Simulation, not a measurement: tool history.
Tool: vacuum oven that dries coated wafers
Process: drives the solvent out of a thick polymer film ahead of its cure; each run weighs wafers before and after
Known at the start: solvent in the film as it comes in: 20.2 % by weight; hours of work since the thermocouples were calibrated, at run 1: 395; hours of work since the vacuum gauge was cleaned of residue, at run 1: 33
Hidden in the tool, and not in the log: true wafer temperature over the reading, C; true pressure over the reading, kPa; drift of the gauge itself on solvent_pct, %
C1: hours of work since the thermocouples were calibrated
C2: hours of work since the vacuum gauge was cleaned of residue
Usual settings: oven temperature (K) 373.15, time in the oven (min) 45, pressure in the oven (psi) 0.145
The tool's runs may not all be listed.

{"run": 1, "day": 0.0, "oven temperature (K)": 373.15, "time in the oven (min)": 45, "pressure in the oven (psi)": 0.145, "C1": 395, "C2": 33, "solvent left in the film (%)": 2.4}
{"run": 2, "day": 1.567, "oven temperature (K)": 373.15, "time in the oven (min)": 74, "pressure in the oven (psi)": 0.145, "C1": 411, "C2": 49, "solvent left in the film (%)": 0.85}
{"run": 3, "day": 5.217, "oven temperature (K)": 373.15, "time in the oven (min)": 74, "pressure in the oven (psi)": 0.145, "C1": 449, "C2": 86, "solvent left in the film (%)": 0.83}
{"run": 4, "day": 8.562, "oven temperature (K)": 373.15, "time in the oven (min)": 45, "pressure in the oven (psi)": 0.145, "C1": 483, "C2": 120, "solvent left in the film (%)": 2.56}
{"run": 5, "day": 11.358, "oven temperature (K)": 384.15, "time in the oven (min)": 45, "pressure in the oven (psi)": 0.145, "C1": 511, "C2": 149, "solvent left in the film (%)": 0.8}
{"run": 6, "day": 14.679, "oven temperature (K)": 373.15, "time in the oven (min)": 45, "pressure in the oven (psi)": 0.579, "C1": 545, "C2": 183, "solvent left in the film (%)": 3.08}
{"run": 7, "day": 17.317, "oven temperature (K)": 373.15, "time in the oven (min)": 45, "pressure in the oven (psi)": 0.579, "C1": 572, "C2": 210, "solvent left in the film (%)": 3.11}
{"run": 8, "day": 20.55, "oven temperature (K)": 379.15, "time in the oven (min)": 45, "pressure in the oven (psi)": 0.145, "C1": 605, "C2": 243, "solvent left in the film (%)": 1.45}
{"run": 9, "day": 23.725, "oven temperature (K)": 373.15, "time in the oven (min)": 45, "pressure in the oven (psi)": 0.145, "C1": 638, "C2": 275, "solvent left in the film (%)": 2.4}
{"run": 10, "day": 26.825, "oven temperature (K)": 373.15, "time in the oven (min)": 45, "pressure in the oven (psi)": 0.145, "C1": 669, "C2": 307, "solvent left in the film (%)": 2.38}
{"run": 11, "day": 30.558, "oven temperature (K)": 373.15, "time in the oven (min)": 45, "pressure in the oven (psi)": 0.145, "C1": 708, "C2": 345, "solvent left in the film (%)": 2.44}
{"run": 12, "day": 32.471, "oven temperature (K)": 373.15, "time in the oven (min)": 45, "pressure in the oven (psi)": 0.145, "C1": 727, "C2": 365, "solvent left in the film (%)": 2.48}
{"run": 13, "day": 35.633, "oven temperature (K)": 373.15, "time in the oven (min)": 45, "pressure in the oven (psi)": 0.145, "C1": 759, "C2": 397, "solvent left in the film (%)": 2.46}
{"run": 14, "day": 37.888, "oven temperature (K)": 373.15, "time in the oven (min)": 45, "pressure in the oven (psi)": 0.145, "C1": 782, "C2": 420, "solvent left in the film (%)": 2.42}
{"run": 15, "day": 39.729, "oven temperature (K)": 373.15, "time in the oven (min)": 45, "pressure in the oven (psi)": 0.145, "C1": 801, "C2": 439, "solvent left in the film (%)": 2.47}
{"run": 16, "day": 41.954, "oven temperature (K)": 373.15, "time in the oven (min)": 45, "pressure in the oven (psi)": 0.145, "C1": 824, "C2": 461, "solvent left in the film (%)": 2.47}
{"run": 17, "day": 45.121, "oven temperature (K)": 373.15, "time in the oven (min)": 45, "pressure in the oven (psi)": 0.325, "C1": 856, "C2": 494, "solvent left in the film (%)": 2.71}
{"run": 18, "day": 47.975, "oven temperature (K)": 373.15, "time in the oven (min)": 45, "pressure in the oven (psi)": 0.325, "C1": 886, "C2": 523, "solvent left in the film (%)": 2.68}
{"run": 19, "day": 49.538, "oven temperature (K)": 373.15, "time in the oven (min)": 45, "pressure in the oven (psi)": 0.145, "C1": 902, "C2": 539, "solvent left in the film (%)": 2.5}
{"run": 20, "day": 53.142, "oven temperature (K)": 373.15, "time in the oven (min)": 45, "pressure in the oven (psi)": 0.145, "C1": 938, "C2": 576, "solvent left in the film (%)": 2.49}
{"run": 21, "day": 54.988, "oven temperature (K)": 373.15, "time in the oven (min)": 45, "pressure in the oven (psi)": 0.145, "C1": 957, "C2": 595, "solvent left in the film (%)": 2.41}
{"run": 22, "day": 57.629, "oven temperature (K)": 373.15, "time in the oven (min)": 45, "pressure in the oven (psi)": 0.145, "C1": 984, "C2": 622, "solvent left in the film (%)": 2.42}
{"run": 23, "day": 59.375, "oven temperature (K)": 373.15, "time in the oven (min)": 45, "pressure in the oven (psi)": 0.145, "C1": 1002, "C2": 640, "solvent left in the film (%)": 2.47}
{"day": 61.038, "done": "oven's thermocouples calibrated"}
{"run": 24, "day": 61.975, "oven temperature (K)": 359.15, "time in the oven (min)": 78, "pressure in the oven (psi)": 0.236, "C1": 10, "C2": 665, "solvent left in the film (%)": 3.13}
{"run": 25, "day": 64.904, "oven temperature (K)": 359.15, "time in the oven (min)": 78, "pressure in the oven (psi)": 0.236, "C1": 40, "C2": 695, "solvent left in the film (%)": 3.05}
{"run": 26, "day": 67.308, "oven temperature (K)": 359.15, "time in the oven (min)": 43, "pressure in the oven (psi)": 0.236, "C1": 64, "C2": 720, "solvent left in the film (%)": 6.3}
{"run": 27, "day": 69.775, "oven temperature (K)": 359.15, "time in the oven (min)": 43, "pressure in the oven (psi)": 0.236, "C1": 89, "C2": 745, "solvent left in the film (%)": 6.36}
{"run": 28, "day": 71.475, "oven temperature (K)": 386.15, "time in the oven (min)": 39, "pressure in the oven (psi)": 0.091, "C1": 107, "C2": 762, "solvent left in the film (%)": 0.96}
{"run": 29, "day": 73.354, "oven temperature (K)": 383.15, "time in the oven (min)": 47, "pressure in the oven (psi)": 0.36, "C1": 126, "C2": 782, "solvent left in the film (%)": 1.1}
{"run": 30, "day": 76.475, "oven temperature (K)": 380.15, "time in the oven (min)": 35, "pressure in the oven (psi)": 0.36, "C1": 158, "C2": 813, "solvent left in the film (%)": 2.44}
{"run": 31, "day": 79.35, "oven temperature (K)": 361.15, "time in the oven (min)": 35, "pressure in the oven (psi)": 0.073, "C1": 187, "C2": 843, "solvent left in the film (%)": 6.71}
{"run": 32, "day": 81.729, "oven temperature (K)": 375.15, "time in the oven (min)": 35, "pressure in the oven (psi)": 0.073, "C1": 211, "C2": 867, "solvent left in the film (%)": 3.07}
{"run": 33, "day": 84.846, "oven temperature (K)": 379.15, "time in the oven (min)": 24, "pressure in the oven (psi)": 0.09, "C1": 243, "C2": 899, "solvent left in the film (%)": 4.32}
{"run": 34, "day": 87.308, "oven temperature (K)": 379.15, "time in the oven (min)": 24, "pressure in the oven (psi)": 0.09, "C1": 269, "C2": 924, "solvent left in the film (%)": 4.24}
{"run": 35, "day": 91.067, "oven temperature (K)": 382.15, "time in the oven (min)": 45, "pressure in the oven (psi)": 0.251, "C1": 307, "C2": 963, "solvent left in the film (%)": 1.17}
{"run": 36, "day": 94.867, "oven temperature (K)": 382.15, "time in the oven (min)": 41, "pressure in the oven (psi)": 0.454, "C1": 346, "C2": 1001, "solvent left in the film (%)": 1.66}
{"run": 37, "day": 96.812, "oven temperature (K)": 373.15, "time in the oven (min)": 24, "pressure in the oven (psi)": 0.145, "C1": 366, "C2": 1021, "solvent left in the film (%)": 5.81}
{"run": 38, "day": 100.546, "oven temperature (K)": 369.15, "time in the oven (min)": 24, "pressure in the oven (psi)": 0.142, "C1": 404, "C2": 1060, "solvent left in the film (%)": 6.85}
{"run": 39, "day": 104.058, "oven temperature (K)": 371.15, "time in the oven (min)": 24, "pressure in the oven (psi)": 0.177, "C1": 440, "C2": 1095, "solvent left in the film (%)": 6.31}
{"run": 40, "day": 105.758, "oven temperature (K)": 365.15, "time in the oven (min)": 44, "pressure in the oven (psi)": 0.177, "C1": 457, "C2": 1113, "solvent left in the film (%)": 4.47}
{"run": 41, "day": 107.371, "oven temperature (K)": 382.15, "time in the oven (min)": 38, "pressure in the oven (psi)": 0.081, "C1": 474, "C2": 1129, "solvent left in the film (%)": 1.51}

5 ways to go on from here, each from the tool as it stands after run 41. What would each give?
{"run": "A", "day": 109.121, "oven temperature (K)": 369.15, "time in the oven (min)": 45, "pressure in the oven (psi)": 0.177, "C1": 491, "C2": 1147, "solvent left in the film (%)": "?"}
{"run": "B", "day": 109.121, "oven temperature (K)": 367.15, "time in the oven (min)": 37, "pressure in the oven (psi)": 0.081, "C1": 491, "C2": 1147, "solvent left in the film (%)": "?"}
{"run": "C", "day": 109.121, "oven temperature (K)": 379.15, "time in the oven (min)": 45, "pressure in the oven (psi)": 0.229, "C1": 491, "C2": 1147, "solvent left in the film (%)": "?"}
{"run": "D", "day": 109.121, "oven temperature (K)": 373.15, "time in the oven (min)": 28, "pressure in the oven (psi)": 0.083, "C1": 491, "C2": 1147, "solvent left in the film (%)": "?"}
{"run": "E", "day": 109.121, "oven temperature (K)": 374.15, "time in the oven (min)": 45, "pressure in the oven (psi)": 0.305, "C1": 491, "C2": 1147, "solvent left in the film (%)": "?"}

run=A solvent_left_in_the_film_(%)=3.44
run=B solvent_left_in_the_film_(%)=4.78
run=C solvent_left_in_the_film_(%)=1.5
run=D solvent_left_in_the_film_(%)=4.83
run=E solvent_left_in_the_film_(%)=2.46
Without the tool's hidden state the same runs would have given:
run=A solvent_left_in_the_film_(%)=3.42
run=B solvent_left_in_the_film_(%)=4.77
run=C solvent_left_in_the_film_(%)=1.49
run=D solvent_left_in_the_film_(%)=4.82
run=E solvent_left_in_the_film_(%)=2.45
